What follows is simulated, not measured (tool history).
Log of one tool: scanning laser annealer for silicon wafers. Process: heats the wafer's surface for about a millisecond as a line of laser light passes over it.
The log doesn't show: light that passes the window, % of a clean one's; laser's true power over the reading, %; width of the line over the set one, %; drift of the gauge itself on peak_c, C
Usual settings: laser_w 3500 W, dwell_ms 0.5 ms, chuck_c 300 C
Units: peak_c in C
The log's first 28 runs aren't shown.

| run | day | laser_w | dwell_ms | chuck_c | hours of work since the window was cleaned | hours of work since the power meter was calibrated | hours of work since the optics were aligned | peak_c |
|---|---|---|---|---|---|---|---|---|
| 29 | 15.462 | 3736 | 0.45 | 302 | 640 | 325 | 159 | 1012 |
| 30 | 16.125 | 3736 | 0.45 | 302 | 651 | 336 | 170 | 1009 |
| 31 | 16.517 | 3736 | 0.45 | 302 | 657 | 342 | 177 | 1010 |
| 32 | 16.838 | 2990 | 0.5 | 262 | 662 | 348 | 182 | 829 |
| 33 | 17.242 | 3075 | 0.472 | 314 | 669 | 354 | 189 | 887 |
| 34 | 17.888 | 3075 | 0.472 | 314 | 680 | 365 | 199 | 890 |
| 35 | 18.35 | 3075 | 0.528 | 277 | 687 | 373 | 207 | 879 |
| 36 | 18.883 | 3075 | 0.521 | 291 | 696 | 381 | 216 | 888 |
| 37 | 19.271 | 3075 | 0.521 | 291 | 702 | 388 | 222 | 890 |
| 38 | 19.65 | 3500 | 0.524 | 326 | 709 | 394 | 228 | 1022 |
| 39 | 19.992 | 3500 | 0.428 | 326 | 714 | 400 | 234 | 965 |
| 40 | 20.342 | 3500 | 0.498 | 327 | 720 | 405 | 240 | 1007 |

Forecast each of these 5 alternatives for the next run:
| A | 20.758 | 3500 | 0.617 | 300 | 727 | 412 | 247 | ? |
| B | 20.758 | 3602 | 0.498 | 327 | 727 | 412 | 247 | ? |
| C | 20.758 | 3817 | 0.498 | 313 | 727 | 412 | 247 | ? |
| D | 20.758 | 3235 | 0.489 | 300 | 727 | 412 | 247 | ? |
| E | 20.758 | 3670 | 0.498 | 311 | 727 | 412 | 247 | ? |

| run | peak_c |
|---|---|
| A | 1050 |
| B | 1032 |
| C | 1072 |
| D | 915 |
| E | 1034 |
Without the tool's hidden state the same runs would have given:
| run | peak_c |
|---|---|
| A | 1077 |
| B | 1058 |
| C | 1100 |
| D | 937 |
| E | 1060 |
